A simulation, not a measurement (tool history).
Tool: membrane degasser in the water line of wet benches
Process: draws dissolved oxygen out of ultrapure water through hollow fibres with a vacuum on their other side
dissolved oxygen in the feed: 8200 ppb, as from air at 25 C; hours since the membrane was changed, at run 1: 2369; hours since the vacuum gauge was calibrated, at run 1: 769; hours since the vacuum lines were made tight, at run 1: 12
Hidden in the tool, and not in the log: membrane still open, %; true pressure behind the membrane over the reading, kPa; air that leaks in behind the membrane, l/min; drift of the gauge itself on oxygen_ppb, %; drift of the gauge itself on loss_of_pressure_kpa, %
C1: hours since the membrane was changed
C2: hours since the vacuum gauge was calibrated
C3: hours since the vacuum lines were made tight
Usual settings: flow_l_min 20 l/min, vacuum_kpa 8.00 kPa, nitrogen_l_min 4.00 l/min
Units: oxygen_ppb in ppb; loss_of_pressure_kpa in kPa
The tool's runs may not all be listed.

Run 1, hour 0.0: usual settings; C1 2369; C2 769; C3 12. Result: oxygen_ppb 68.3 ppb, loss_of_pressure_kpa 45.82 kPa.
Run 2, hour 45.4: usual settings; C1 2415; C2 815; C3 57. Result: oxygen_ppb 67.4 ppb, loss_of_pressure_kpa 45.25 kPa.
Run 3, hour 110.3: usual settings; C1 2480; C2 880; C3 122. Result: oxygen_ppb 67.8 ppb, loss_of_pressure_kpa 45.34 kPa.
Run 4, hour 148.6: usual settings; C1 2518; C2 918; C3 161. Result: oxygen_ppb 68.4 ppb, loss_of_pressure_kpa 45.54 kPa.
Run 5, hour 189.3: usual settings but vacuum_kpa 17.17 kPa; C1 2559; C2 959; C3 201. Result: oxygen_ppb 176.8 ppb, loss_of_pressure_kpa 45.76 kPa.
Run 6, hour 220.3: usual settings; C1 2590; C2 990; C3 232. Result: oxygen_ppb 68.6 ppb, loss_of_pressure_kpa 45.83 kPa.
Run 7, hour 286.9: usual settings but vacuum_kpa 11.52 kPa; C1 2656; C2 1056; C3 299. Result: oxygen_ppb 110.9 ppb, loss_of_pressure_kpa 45.68 kPa.
Run 8, hour 317.3: usual settings but vacuum_kpa 11.52 kPa; C1 2687; C2 1087; C3 329. Result: oxygen_ppb 110.5 ppb, loss_of_pressure_kpa 45.77 kPa.
Run 9, hour 351.9: usual settings but vacuum_kpa 11.52 kPa; C1 2721; C2 1121; C3 364. Result: oxygen_ppb 110.4 ppb, loss_of_pressure_kpa 45.86 kPa.
Run 10, hour 392.0: usual settings but flow_l_min 17 l/min; C1 2761; C2 1161; C3 404. Result: oxygen_ppb 54.2 ppb, loss_of_pressure_kpa 39.18 kPa.
Run 11, hour 428.6: usual settings but flow_l_min 17 l/min, vacuum_kpa 11.84 kPa, nitrogen_l_min 2.86 l/min; C1 2798; C2 1198; C3 441. Result: oxygen_ppb 127.3 ppb, loss_of_pressure_kpa 39.21 kPa.
Run 12, hour 481.9: usual settings but flow_l_min 31 l/min, vacuum_kpa 7.35 kPa, nitrogen_l_min 1.81 l/min; C1 2851; C2 1251; C3 494. Result: oxygen_ppb 220.0 ppb, loss_of_pressure_kpa 71.28 kPa.
Run 13, hour 513.2: usual settings but flow_l_min 31 l/min, vacuum_kpa 7.35 kPa, nitrogen_l_min 1.81 l/min; C1 2883; C2 1282; C3 525. Result: oxygen_ppb 219.6 ppb, loss_of_pressure_kpa 71.38 kPa.
Run 14, hour 551.7: usual settings but flow_l_min 24 l/min, vacuum_kpa 10.96 kPa, nitrogen_l_min 1.81 l/min; C1 2921; C2 1321; C3 564. Result: oxygen_ppb 256.8 ppb, loss_of_pressure_kpa 54.86 kPa.
Run 15, hour 595.3: usual settings but flow_l_min 24 l/min, vacuum_kpa 10.96 kPa, nitrogen_l_min 1.81 l/min; C1 2965; C2 1364; C3 607. Result: oxygen_ppb 256.0 ppb, loss_of_pressure_kpa 55.07 kPa.
Run 16, hour 640.2: usual settings but vacuum_kpa 19.18 kPa, nitrogen_l_min 1.72 l/min; C1 3009; C2 1409; C3 652. Result: oxygen_ppb 419.8 ppb, loss_of_pressure_kpa 45.95 kPa.
Run 17, hour 676.8: usual settings but flow_l_min 13 l/min, vacuum_kpa 17.34 kPa, nitrogen_l_min 10.84 l/min; C1 3046; C2 1446; C3 689. Result: oxygen_ppb 42.9 ppb, loss_of_pressure_kpa 30.09 kPa.
Run 18, hour 744.4: usual settings but flow_l_min 25 l/min, vacuum_kpa 5.85 kPa, nitrogen_l_min 4.56 l/min; C1 3114; C2 1514; C3 756. Result: oxygen_ppb 63.2 ppb, loss_of_pressure_kpa 58.34 kPa.
Run 19, hour 791.2: usual settings but flow_l_min 17 l/min, vacuum_kpa 13.99 kPa, nitrogen_l_min 2.17 l/min; C1 3160; C2 1560; C3 803. Result: oxygen_ppb 202.8 ppb, loss_of_pressure_kpa 39.28 kPa.

Forecast each of these 5 alternatives for the next run:
Run A, hour 854.4: usual settings but flow_l_min 28 l/min, vacuum_kpa 5.59 kPa, nitrogen_l_min 2.17 l/min; C1 3224; C2 1624; C3 866. Result: oxygen_ppb ?, loss_of_pressure_kpa ?.
Run B, hour 854.4: usual settings but vacuum_kpa 11.07 kPa; C1 3224; C2 1624; C3 866. Result: oxygen_ppb ?, loss_of_pressure_kpa ?.
Run C, hour 854.4: usual settings but flow_l_min 27 l/min, vacuum_kpa 7.37 kPa, nitrogen_l_min 5.39 l/min; C1 3224; C2 1624; C3 866. Result: oxygen_ppb ?, loss_of_pressure_kpa ?.
Run D, hour 854.4: usual settings but flow_l_min 14 l/min, vacuum_kpa 6.31 kPa, nitrogen_l_min 1.96 l/min; C1 3224; C2 1624; C3 866. Result: oxygen_ppb ?, loss_of_pressure_kpa ?.
Run E, hour 854.4: usual settings but vacuum_kpa 6.36 kPa, nitrogen_l_min 8.12 l/min; C1 3224; C2 1624; C3 866. Result: oxygen_ppb ?, loss_of_pressure_kpa ?.

run  oxygen_ppb  loss_of_pressure_kpa
  A       114.8                 64.85
  B       104.3                 46.50
  C        88.8                 62.68
  D        54.7                 32.27
  E        29.2                 46.22
Without the tool's hidden state the same runs would have given:
run  oxygen_ppb  loss_of_pressure_kpa
  A       114.7                 63.71
  B       104.3                 45.69
  C        88.8                 61.58
  D        54.7                 31.70
  E        29.2                 45.41

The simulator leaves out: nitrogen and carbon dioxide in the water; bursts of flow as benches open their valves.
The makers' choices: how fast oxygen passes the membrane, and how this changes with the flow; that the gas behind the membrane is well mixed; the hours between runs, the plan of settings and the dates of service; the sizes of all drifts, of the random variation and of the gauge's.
